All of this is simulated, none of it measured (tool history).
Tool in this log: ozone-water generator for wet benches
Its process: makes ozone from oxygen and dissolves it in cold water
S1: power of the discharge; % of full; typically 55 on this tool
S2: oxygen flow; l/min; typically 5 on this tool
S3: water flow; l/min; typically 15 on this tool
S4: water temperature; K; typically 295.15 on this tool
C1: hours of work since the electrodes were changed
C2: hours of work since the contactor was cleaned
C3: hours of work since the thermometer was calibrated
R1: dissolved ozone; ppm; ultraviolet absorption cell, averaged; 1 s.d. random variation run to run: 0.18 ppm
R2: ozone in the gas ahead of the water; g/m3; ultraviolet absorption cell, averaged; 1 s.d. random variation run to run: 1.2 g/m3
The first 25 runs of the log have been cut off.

run,hour,S1,S2,S3,S4,C1,C2,C3,R1,R2
26,1477.1,86,5.47,11,294.15,2054,586,164,42.2,290.8
27,1515.6,86,2.71,11,295.15,2087,619,197,40.1,385.2
28,1557.9,86,2.71,11,295.15,2123,656,233,39.6,382.6
29,1597.8,45,5,15,292.15,2157,690,268,21,184.7
30,1650.2,54,2.51,19,290.15,2202,735,313,17.4,281.9
# hour 1681.9: water thermometer calibrated, once more
31,1697.5,65,5.25,15,295.15,2242,775,13,26.9,240.8
32,1740.7,78,3.32,15,295.15,2279,812,50,28.8,326.6
33,1814.1,48,3.32,24,300.15,2342,875,113,12.2,225.7
34,1850.3,47,2.64,20,300.15,2373,906,145,13.5,247.8

Consider 3 possible next runs. They are alternatives, not a sequence: every one starts from the tool as it was left by run 34. What does each give?
A,1916.2,77,5.09,15,300.15,2430,963,201,?,?
B,1916.2,55,4.33,15,295.15,2430,963,201,?,?
C,1916.2,55,5.08,11,299.15,2430,963,201,?,?

run,R1,R2
A,27.4,271.1
B,23,227.9
C,27,211.6
Stripped of hidden state, with their random variation kept, the same runs would have yielded:
run,R1,R2
A,30.6,297.6
B,25.1,244.6
C,29.4,227.1
